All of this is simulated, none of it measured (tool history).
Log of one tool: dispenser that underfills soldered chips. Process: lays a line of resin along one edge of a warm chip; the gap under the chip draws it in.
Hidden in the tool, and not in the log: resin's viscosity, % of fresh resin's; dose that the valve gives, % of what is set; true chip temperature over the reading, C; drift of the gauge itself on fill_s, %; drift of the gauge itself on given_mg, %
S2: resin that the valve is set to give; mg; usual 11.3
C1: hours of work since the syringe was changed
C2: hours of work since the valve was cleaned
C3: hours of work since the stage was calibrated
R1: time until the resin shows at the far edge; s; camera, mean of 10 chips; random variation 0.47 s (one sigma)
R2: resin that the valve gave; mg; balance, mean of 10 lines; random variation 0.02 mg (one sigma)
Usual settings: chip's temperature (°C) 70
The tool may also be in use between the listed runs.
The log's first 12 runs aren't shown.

{"hour": 129.0, "done": "new syringe of resin"}
{"run": 13, "hour": 136.5, "chip's temperature (°C)": 70, "S2": 9.9, "C1": 6, "C2": 39, "C3": 191, "R1": 50.9, "R2": 9.68}
{"hour": 139.8, "done": "new syringe of resin"}
{"run": 14, "hour": 144.5, "chip's temperature (°C)": 70, "S2": 10, "C1": 3, "C2": 44, "C3": 196, "R1": 44.8, "R2": 9.71}
{"hour": 149.4, "done": "new syringe of resin"}
{"hour": 153.0, "done": "dispensing valve cleaned and set on the balance"}
{"hour": 160.5, "done": "new syringe of resin"}
{"run": 15, "hour": 160.5, "chip's temperature (°C)": 70, "S2": 10, "C1": 0, "C2": 5, "C3": 207, "R1": 38, "R2": 9.98}
{"hour": 170.8, "done": "new syringe of resin"}
{"run": 16, "hour": 173.4, "chip's temperature (°C)": 70, "S2": 11.3, "C1": 2, "C2": 15, "C3": 216, "R1": 41.7, "R2": 11.2}
{"hour": 181.1, "done": "new syringe of resin"}
{"run": 17, "hour": 184.8, "chip's temperature (°C)": 70, "S2": 11.3, "C1": 3, "C2": 23, "C3": 225, "R1": 43, "R2": 11.12}
{"hour": 191.3, "done": "new syringe of resin"}
{"run": 18, "hour": 192.9, "chip's temperature (°C)": 70, "S2": 11.3, "C1": 1, "C2": 29, "C3": 230, "R1": 39.7, "R2": 11.09}
{"hour": 201.0, "done": "new syringe of resin"}
{"run": 19, "hour": 202.2, "chip's temperature (°C)": 63, "S2": 9.8, "C1": 1, "C2": 36, "C3": 237, "R1": 51.3, "R2": 9.57}
{"run": 20, "hour": 209.4, "chip's temperature (°C)": 63, "S2": 9.8, "C1": 6, "C2": 41, "C3": 243, "R1": 68.3, "R2": 9.55}
{"hour": 210.8, "done": "new syringe of resin"}
{"hour": 220.5, "done": "new syringe of resin"}
{"run": 21, "hour": 220.5, "chip's temperature (°C)": 82, "S2": 11.5, "C1": 0, "C2": 49, "C3": 250, "R1": 26.8, "R2": 11.16}
{"hour": 223.9, "done": "dispensing valve cleaned and set on the balance"}
{"run": 22, "hour": 228.8, "chip's temperature (°C)": 64, "S2": 11.5, "C1": 5, "C2": 4, "C3": 256, "R1": 60, "R2": 11.45}
{"hour": 231.5, "done": "new syringe of resin"}
{"run": 23, "hour": 239.9, "chip's temperature (°C)": 64, "S2": 10.7, "C1": 6, "C2": 12, "C3": 264, "R1": 64.7, "R2": 10.61}
{"hour": 241.4, "done": "new syringe of resin"}
{"hour": 251.0, "done": "new syringe of resin"}
{"run": 24, "hour": 253.2, "chip's temperature (°C)": 64, "S2": 10.7, "C1": 2, "C2": 21, "C3": 273, "R1": 50, "R2": 10.53}
{"hour": 260.8, "done": "new syringe of resin"}
{"run": 25, "hour": 268.8, "chip's temperature (°C)": 63, "S2": 10.8, "C1": 6, "C2": 33, "C3": 285, "R1": 65.5, "R2": 10.56}
{"hour": 270.6, "done": "new syringe of resin"}
{"run": 26, "hour": 275.3, "chip's temperature (°C)": 78, "S2": 10.3, "C1": 3, "C2": 37, "C3": 289, "R1": 34.4, "R2": 10.03}
{"hour": 280.9, "done": "new syringe of resin"}
{"run": 27, "hour": 287.6, "chip's temperature (°C)": 59, "S2": 10, "C1": 5, "C2": 46, "C3": 298, "R1": 74.3, "R2": 9.69}
{"hour": 290.5, "done": "new syringe of resin"}
{"hour": 294.3, "done": "dispensing valve cleaned and set on the balance"}
{"run": 28, "hour": 297.3, "chip's temperature (°C)": 74, "S2": 10.1, "C1": 4, "C2": 2, "C3": 305, "R1": 41.7, "R2": 10.09}
{"hour": 301.4, "done": "new syringe of resin"}
{"run": 29, "hour": 305.8, "chip's temperature (°C)": 74, "S2": 10.1, "C1": 3, "C2": 8, "C3": 311, "R1": 39.9, "R2": 10.07}
{"hour": 311.9, "done": "new syringe of resin"}
{"run": 30, "hour": 317.1, "chip's temperature (°C)": 65, "S2": 9.7, "C1": 4, "C2": 17, "C3": 319, "R1": 56.4, "R2": 9.56}
{"hour": 321.6, "done": "new syringe of resin"}
{"hour": 330.2, "done": "stage's temperature calibrated"}
{"run": 31, "hour": 331.6, "chip's temperature (°C)": 57, "S2": 11.5, "C1": 7, "C2": 26, "C3": 1, "R1": 77.9, "R2": 11.3}
{"hour": 332.8, "done": "new syringe of resin"}
{"hour": 342.9, "done": "new syringe of resin"}
{"run": 32, "hour": 347.0, "chip's temperature (°C)": 65, "S2": 10.1, "C1": 3, "C2": 38, "C3": 12, "R1": 51.8, "R2": 9.84}
{"hour": 353.6, "done": "new syringe of resin"}
{"run": 33, "hour": 360.5, "chip's temperature (°C)": 78, "S2": 9.8, "C1": 5, "C2": 47, "C3": 22, "R1": 38.8, "R2": 9.46}
{"hour": 363.5, "done": "new syringe of resin"}
{"hour": 365.5, "done": "dispensing valve cleaned and set on the balance"}
{"run": 34, "hour": 372.7, "chip's temperature (°C)": 78, "S2": 9.8, "C1": 6, "C2": 5, "C3": 30, "R1": 40.2, "R2": 9.8}
{"hour": 374.5, "done": "new syringe of resin"}
{"hour": 384.5, "done": "new syringe of resin"}
{"run": 35, "hour": 387.6, "chip's temperature (°C)": 78, "S2": 9.8, "C1": 2, "C2": 16, "C3": 41, "R1": 32.3, "R2": 9.74}

3 ways to go on from here, each from the tool as it stands after run 35. What would each give?
{"hour": 394.9, "done": "new syringe of resin"}
{"run": "A", "hour": 395.9, "chip's temperature (°C)": 69, "S2": 11.7, "C1": 1, "C2": 22, "C3": 47, "R1": "?", "R2": "?"}
{"hour": 394.9, "done": "new syringe of resin"}
{"run": "B", "hour": 395.9, "chip's temperature (°C)": 70, "S2": 13, "C1": 1, "C2": 22, "C3": 47, "R1": "?", "R2": "?"}
{"hour": 394.9, "done": "new syringe of resin"}
{"run": "C", "hour": 395.9, "chip's temperature (°C)": 63, "S2": 11.3, "C1": 1, "C2": 22, "C3": 47, "R1": "?", "R2": "?"}

run=A R1=38.4 R2=11.55
run=B R1=38.4 R2=12.9
run=C R1=48.7 R2=11.15
Without the tool's hidden state the same runs would have given:
run=A R1=36.3 R2=11.68
run=B R1=36.5 R2=13.05
run=C R1=46.1 R2=11.28
